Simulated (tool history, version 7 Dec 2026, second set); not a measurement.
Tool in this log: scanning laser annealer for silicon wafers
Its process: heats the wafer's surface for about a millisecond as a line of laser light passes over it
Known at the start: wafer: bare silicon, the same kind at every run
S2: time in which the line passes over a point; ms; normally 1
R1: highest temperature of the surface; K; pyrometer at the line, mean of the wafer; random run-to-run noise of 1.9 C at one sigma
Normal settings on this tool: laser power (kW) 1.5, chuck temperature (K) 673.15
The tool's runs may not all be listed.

run 1 day=0 | laser_power_(kW)=1.5 S2=1 chuck_temperature_(K)=673.15 | R1=1465.15
run 2 day=1.192 | laser_power_(kW)=1.5 S2=1 chuck_temperature_(K)=673.15 | R1=1462.15
run 3 day=2.192 | laser_power_(kW)=1.5 S2=1 chuck_temperature_(K)=638.15 | R1=1431.15
run 4 day=3.254 | laser_power_(kW)=1.341 S2=1 chuck_temperature_(K)=638.15 | R1=1328.15
run 5 day=4.446 | laser_power_(kW)=1.554 S2=1 chuck_temperature_(K)=673.15 | R1=1493.15
run 6 day=5.492 | laser_power_(kW)=1.554 S2=1 chuck_temperature_(K)=673.15 | R1=1497.15
run 7 day=6.262 | laser_power_(kW)=1.5 S2=1 chuck_temperature_(K)=673.15 | R1=1457.15
run 8 day=7.175 | laser_power_(kW)=1.5 S2=1 chuck_temperature_(K)=696.15 | R1=1478.15
run 9 day=7.712 | laser_power_(kW)=1.5 S2=1 chuck_temperature_(K)=696.15 | R1=1482.15
run 10 day=8.667 | laser_power_(kW)=1.5 S2=1 chuck_temperature_(K)=690.15 | R1=1472.15
run 11 day=9.467 | laser_power_(kW)=1.5 S2=1.12 chuck_temperature_(K)=690.15 | R1=1527.15
run 12 day=10.471 | laser_power_(kW)=1.5 S2=0.93 chuck_temperature_(K)=690.15 | R1=1440.15
run 13 day=11.05 | laser_power_(kW)=1.5 S2=0.93 chuck_temperature_(K)=690.15 | R1=1440.15
run 14 day=11.55 | laser_power_(kW)=1.5 S2=0.93 chuck_temperature_(K)=690.15 | R1=1440.15
run 15 day=12.7 | laser_power_(kW)=1.5 S2=0.93 chuck_temperature_(K)=690.15 | R1=1439.15
run 16 day=13.488 | laser_power_(kW)=1.5 S2=1 chuck_temperature_(K)=673.15 | R1=1450.15
run 17 day=14.025 | laser_power_(kW)=1.5 S2=1 chuck_temperature_(K)=673.15 | R1=1451.15
run 18 day=15.125 | laser_power_(kW)=1.5 S2=1 chuck_temperature_(K)=673.15 | R1=1448.15
run 19 day=15.979 | laser_power_(kW)=1.5 S2=1 chuck_temperature_(K)=673.15 | R1=1448.15
run 20 day=17.196 | laser_power_(kW)=1.5 S2=0.85 chuck_temperature_(K)=673.15 | R1=1377.15
run 21 day=18.4 | laser_power_(kW)=1.5 S2=0.85 chuck_temperature_(K)=673.15 | R1=1377.15
run 22 day=19.304 | laser_power_(kW)=1.566 S2=1 chuck_temperature_(K)=673.15 | R1=1487.15
run 23 day=20.058 | laser_power_(kW)=1.647 S2=0.77 chuck_temperature_(K)=700.15 | R1=1442.15
run 24 day=20.638 | laser_power_(kW)=1.5 S2=0.74 chuck_temperature_(K)=669.15 | R1=1318.15
run 25 day=21.808 | laser_power_(kW)=1.5 S2=0.74 chuck_temperature_(K)=669.15 | R1=1313.15
run 26 day=22.358 | laser_power_(kW)=1.473 S2=0.82 chuck_temperature_(K)=675.15 | R1=1346.15
run 27 day=23.088 | laser_power_(kW)=1.473 S2=0.82 chuck_temperature_(K)=675.15 | R1=1342.15
run 28 day=23.625 | laser_power_(kW)=1.276 S2=0.86 chuck_temperature_(K)=673.15 | R1=1251.15
-- day=24.212 optics aligned, line set to its width
run 29 day=24.983 | laser_power_(kW)=1.276 S2=0.86 chuck_temperature_(K)=673.15 | R1=1266.15
run 30 day=25.588 | laser_power_(kW)=1.276 S2=0.86 chuck_temperature_(K)=673.15 | R1=1264.15
run 31 day=26.246 | laser_power_(kW)=1.276 S2=0.86 chuck_temperature_(K)=673.15 | R1=1263.15
run 32 day=27.1 | laser_power_(kW)=1.523 S2=1 chuck_temperature_(K)=673.15 | R1=1473.15
run 33 day=27.617 | laser_power_(kW)=1.5 S2=1.21 chuck_temperature_(K)=673.15 | R1=1549.15
run 34 day=28.367 | laser_power_(kW)=1.629 S2=0.83 chuck_temperature_(K)=667.15 | R1=1448.15

Estimate the outcome of run 35 from the log above:
run 35 day=29.004 | laser_power_(kW)=1.629 S2=1.05 chuck_temperature_(K)=667.15 | R1=?

{"run 35": {"R1": 1562.15}}
If the tool had no hidden condition, the same run with the same run-to-run variation would have returned R1 1596.15 K.

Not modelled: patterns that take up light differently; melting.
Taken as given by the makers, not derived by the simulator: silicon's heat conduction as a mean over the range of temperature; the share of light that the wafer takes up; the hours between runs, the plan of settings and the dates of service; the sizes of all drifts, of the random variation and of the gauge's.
